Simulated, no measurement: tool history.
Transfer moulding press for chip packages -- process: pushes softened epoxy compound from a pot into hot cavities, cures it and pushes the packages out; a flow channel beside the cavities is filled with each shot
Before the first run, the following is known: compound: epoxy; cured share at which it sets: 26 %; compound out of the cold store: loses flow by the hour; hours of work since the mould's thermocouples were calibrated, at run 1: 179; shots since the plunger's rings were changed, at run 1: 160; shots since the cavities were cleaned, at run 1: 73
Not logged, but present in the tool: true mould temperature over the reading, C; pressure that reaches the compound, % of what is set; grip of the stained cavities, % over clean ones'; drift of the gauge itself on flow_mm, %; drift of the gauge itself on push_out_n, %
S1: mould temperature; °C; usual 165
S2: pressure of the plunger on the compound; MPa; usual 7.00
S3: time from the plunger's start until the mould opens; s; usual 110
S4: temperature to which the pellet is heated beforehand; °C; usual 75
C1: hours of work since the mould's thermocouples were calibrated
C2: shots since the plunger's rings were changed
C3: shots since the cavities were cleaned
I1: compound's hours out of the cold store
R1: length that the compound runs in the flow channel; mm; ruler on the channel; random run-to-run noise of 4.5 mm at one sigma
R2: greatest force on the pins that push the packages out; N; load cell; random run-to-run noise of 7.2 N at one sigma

run 1 day=0.000 | S1=165 S2=7.00 S3=110 S4=75 | C1=179 C2=160 C3=73 | I1=37.1 | R1=753 R2=333
run 2 day=0.200 | S1=165 S2=7.00 S3=110 S4=72 | C1=182 C2=199 C3=112 | I1=27.9 | R1=784 R2=356
run 3 day=0.421 | S1=165 S2=7.00 S3=110 S4=72 | C1=185 C2=242 C3=155 | I1=34.3 | R1=758 R2=351
run 4 day=0.775 | S1=165 S2=7.00 S3=110 S4=72 | C1=189 C2=312 C3=225 | I1=46.5 | R1=715 R2=374
run 5 day=0.958 | S1=165 S2=7.00 S3=110 S4=72 | C1=191 C2=347 C3=260 | I1=37.5 | R1=744 R2=379
run 6 day=1.258 | S1=165 S2=7.00 S3=110 S4=72 | C1=195 C2=406 C3=319 | I1=35.0 | R1=761 R2=405
run 7 day=1.525 | S1=158 S2=7.00 S3=110 S4=75 | C1=199 C2=458 C3=371 | I1=25.3 | R1=828 R2=530
run 8 day=1.900 | S1=158 S2=7.00 S3=110 S4=75 | C1=203 C2=531 C3=444 | I1=39.2 | R1=774 R2=519
run 9 day=2.112 | S1=158 S2=7.00 S3=110 S4=75 | C1=206 C2=573 C3=486 | I1=8.5 | R1=890 R2=591
-- day=2.233 cavities cleaned with cleaning compound and waxed
run 10 day=2.404 | S1=161 S2=7.70 S3=93 S4=82 | C1=209 C2=617 C3=33 | I1=45.0 | R1=769 R2=432
run 11 day=2.762 | S1=165 S2=8.70 S3=110 S4=75 | C1=214 C2=688 C3=104 | I1=46.3 | R1=789 R2=323
run 12 day=3.100 | S1=165 S2=6.91 S3=145 S4=75 | C1=218 C2=754 C3=170 | I1=10.4 | R1=840 R2=333
run 13 day=3.367 | S1=165 S2=6.91 S3=145 S4=75 | C1=221 C2=806 C3=222 | I1=17.5 | R1=815 R2=350

Pick out some run-to-run changes in R1. Of each, how much would a tool without hidden state show as well, from the settings, what came in and chance, and how much is left for the hidden state and any gauge scatter not in both results compared?
Run 8 -> 9: settings left as they were, no log entry in between. R1 +116 mm: hidden state -2, all else +118.
Run 9 -> 10: S1 158 -> 161, S2 7.00 -> 7.70, S3 110 -> 93, S4 75 -> 82, cavities cleaned with cleaning compound and waxed. R1 -121 mm: hidden state +1, all else -122.

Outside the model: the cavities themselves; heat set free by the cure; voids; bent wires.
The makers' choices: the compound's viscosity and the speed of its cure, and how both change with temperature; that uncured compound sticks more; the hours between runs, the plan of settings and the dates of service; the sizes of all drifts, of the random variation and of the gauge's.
